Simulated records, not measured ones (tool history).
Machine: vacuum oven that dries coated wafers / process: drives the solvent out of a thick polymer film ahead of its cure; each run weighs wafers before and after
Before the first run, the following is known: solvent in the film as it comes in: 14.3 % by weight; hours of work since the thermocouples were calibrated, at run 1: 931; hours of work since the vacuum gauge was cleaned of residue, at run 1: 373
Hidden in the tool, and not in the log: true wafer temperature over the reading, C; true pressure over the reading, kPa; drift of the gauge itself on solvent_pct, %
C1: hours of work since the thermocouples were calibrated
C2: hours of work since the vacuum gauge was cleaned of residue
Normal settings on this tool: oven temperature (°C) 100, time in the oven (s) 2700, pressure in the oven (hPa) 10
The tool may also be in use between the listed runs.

Run 1, hour 0: usual settings; C1 931; C2 373. Result: solvent left in the film (%) 1.73.
Run 2, hour 13.4: usual settings but pressure in the oven (hPa) 5.9; C1 941; C2 382. Result: solvent left in the film (%) 1.24.
Run 3, hour 25: usual settings but pressure in the oven (hPa) 5.9; C1 949; C2 391. Result: solvent left in the film (%) 1.28.
Run 4, hour 35.5: usual settings; C1 957; C2 399. Result: solvent left in the film (%) 1.73.
Run 5, hour 43.4: usual settings; C1 963; C2 404. Result: solvent left in the film (%) 1.71.
At hour 53.2: oven's thermocouples calibrated.
Run 6, hour 58: usual settings but pressure in the oven (hPa) 6.2; C1 4; C2 414. Result: solvent left in the film (%) 1.21.
Run 7, hour 75: usual settings but pressure in the oven (hPa) 6.2; C1 16; C2 426. Result: solvent left in the film (%) 1.25.
Run 8, hour 86.2: usual settings but pressure in the oven (hPa) 6.2; C1 24; C2 434. Result: solvent left in the film (%) 1.2.
Run 9, hour 97: usual settings; C1 32; C2 442. Result: solvent left in the film (%) 1.57.
Run 10, hour 113.5: usual settings but pressure in the oven (hPa) 33.3; C1 44; C2 454. Result: solvent left in the film (%) 4.02.
Run 11, hour 130: usual settings but pressure in the oven (hPa) 11.6; C1 56; C2 467. Result: solvent left in the film (%) 1.8.
Run 12, hour 141: usual settings but oven temperature (°C) 92; C1 65; C2 475. Result: solvent left in the film (%) 2.64.
At hour 148.7: oven's thermocouples calibrated, once more.
Run 13, hour 151.7: usual settings but oven temperature (°C) 92, time in the oven (s) 2220; C1 2; C2 481. Result: solvent left in the film (%) 3.82.
Run 14, hour 164: usual settings but time in the oven (s) 4380, pressure in the oven (hPa) 5.8; C1 11; C2 490. Result: solvent left in the film (%) 0.94.
Run 15, hour 173.7: usual settings but oven temperature (°C) 97, time in the oven (s) 2220; C1 18; C2 497. Result: solvent left in the film (%) 2.89.
Run 16, hour 183.1: usual settings but time in the oven (s) 3060, pressure in the oven (hPa) 7.7; C1 25; C2 504. Result: solvent left in the film (%) 1.5.
Run 17, hour 197.2: usual settings but oven temperature (°C) 99, time in the oven (s) 1680, pressure in the oven (hPa) 12.5; C1 36; C2 514. Result: solvent left in the film (%) 3.66.
Run 18, hour 210: usual settings but oven temperature (°C) 97, time in the oven (s) 3480, pressure in the oven (hPa) 12.5; C1 45; C2 524. Result: solvent left in the film (%) 2.28.
Run 19, hour 217.1: usual settings but time in the oven (s) 4020, pressure in the oven (hPa) 28.1; C1 50; C2 529. Result: solvent left in the film (%) 3.77.
Run 20, hour 229.3: usual settings but time in the oven (s) 4020, pressure in the oven (hPa) 28.1; C1 59; C2 538. Result: solvent left in the film (%) 3.76.
Run 21, hour 243.7: usual settings but time in the oven (s) 4020, pressure in the oven (hPa) 28.1; C1 70; C2 549. Result: solvent left in the film (%) 3.71.
Run 22, hour 259.4: usual settings but oven temperature (°C) 90, time in the oven (s) 4020, pressure in the oven (hPa) 28; C1 81; C2 560. Result: solvent left in the film (%) 5.68.
Run 23, hour 268.3: usual settings but oven temperature (°C) 111, time in the oven (s) 1860, pressure in the oven (hPa) 18.6; C1 88; C2 567. Result: solvent left in the film (%) 2.19.
Run 24, hour 277.3: usual settings but oven temperature (°C) 111, time in the oven (s) 3300, pressure in the oven (hPa) 35.2; C1 95; C2 573. Result: solvent left in the film (%) 3.07.
Run 25, hour 284.8: usual settings but oven temperature (°C) 111, time in the oven (s) 3300, pressure in the oven (hPa) 35.2; C1 100; C2 579. Result: solvent left in the film (%) 3.15.

Forecast each of these 5 alternatives for the next run:
Run A, hour 298.4: usual settings but oven temperature (°C) 86, time in the oven (s) 3240, pressure in the oven (hPa) 38.9; C1 110; C2 589. Result: solvent left in the film (%) ?.
Run B, hour 298.4: usual settings but oven temperature (°C) 101, time in the oven (s) 3300, pressure in the oven (hPa) 39.8; C1 110; C2 589. Result: solvent left in the film (%) ?.
Run C, hour 298.4: usual settings but oven temperature (°C) 104, time in the oven (s) 4320, pressure in the oven (hPa) 14.6; C1 110; C2 589. Result: solvent left in the film (%) ?.
Run D, hour 298.4: usual settings but oven temperature (°C) 99; C1 110; C2 589. Result: solvent left in the film (%) ?.
Run E, hour 298.4: usual settings but oven temperature (°C) 111, time in the oven (s) 3180, pressure in the oven (hPa) 35.2; C1 110; C2 589. Result: solvent left in the film (%) ?.

run  solvent left in the film (%)
  A                          9.14
  B                          5.14
  C                          1.71
  D                          2.16
  E                           3.1
With the hidden condition removed and each run's random variation left untouched, the same runs would have given:
run  solvent left in the film (%)
  A                          8.95
  B                          5.02
  C                          1.59
  D                          2.03
  E                          3.01
